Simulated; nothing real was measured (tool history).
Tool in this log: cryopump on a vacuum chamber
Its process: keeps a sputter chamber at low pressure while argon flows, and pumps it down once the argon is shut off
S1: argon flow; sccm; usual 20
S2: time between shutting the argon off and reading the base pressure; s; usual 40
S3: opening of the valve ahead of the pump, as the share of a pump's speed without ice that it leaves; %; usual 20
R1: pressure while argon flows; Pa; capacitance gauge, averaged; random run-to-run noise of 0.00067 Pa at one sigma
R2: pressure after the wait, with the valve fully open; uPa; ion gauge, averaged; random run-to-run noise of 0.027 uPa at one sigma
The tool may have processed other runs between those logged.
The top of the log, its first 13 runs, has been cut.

run,hour,S1,S2,S3,R1,R2
14,276.7,20,40,20,0.1167,1.61
15,305.6,20,40,20,0.1175,1.59
16,334.0,20,40,20,0.1179,1.61
17,363.8,20,40,20,0.1192,1.61
18,379.3,33,40,20,0.1957,1.60
19,408.2,10,67,22,0.0547,1.23
20,428.9,10,67,22,0.0549,1.19
21,457.0,20,214,20,0.1193,0.78
22,480.9,20,214,49,0.0527,0.82
23,507.0,20,214,49,0.0534,0.82
24,527.6,20,214,49,0.0541,0.88
25,546.2,16,274,15,0.1280,0.87
26,560.6,34,208,26,0.1637,0.84
# hour 581.0: pump warmed up, emptied and cooled again
27,591.7,34,208,28,0.1381,0.73
28,608.8,20,78,16,0.1421,1.07
29,632.8,20,78,16,0.1421,1.07
30,652.0,30,78,24,0.1436,1.11
31,667.5,30,78,24,0.1451,1.08
32,694.8,24,85,48,0.0589,1.05
33,715.9,20,244,31,0.0757,0.72

3 options for the next run, each taken on its own from the tool as it stands now. Forecast them:
A,733.2,21,40,20,?,?
B,733.2,20,23,20,?,?
C,733.2,40,29,39,?,?

run,R1,R2
A,0.1219,1.59
B,0.1157,2.43
C,0.1212,2.03
The same runs, with their run-to-run variation unchanged, on a tool lacking any hidden condition would have given:
run,R1,R2
A,0.1195,1.22
B,0.1135,2.06
C,0.1167,1.65
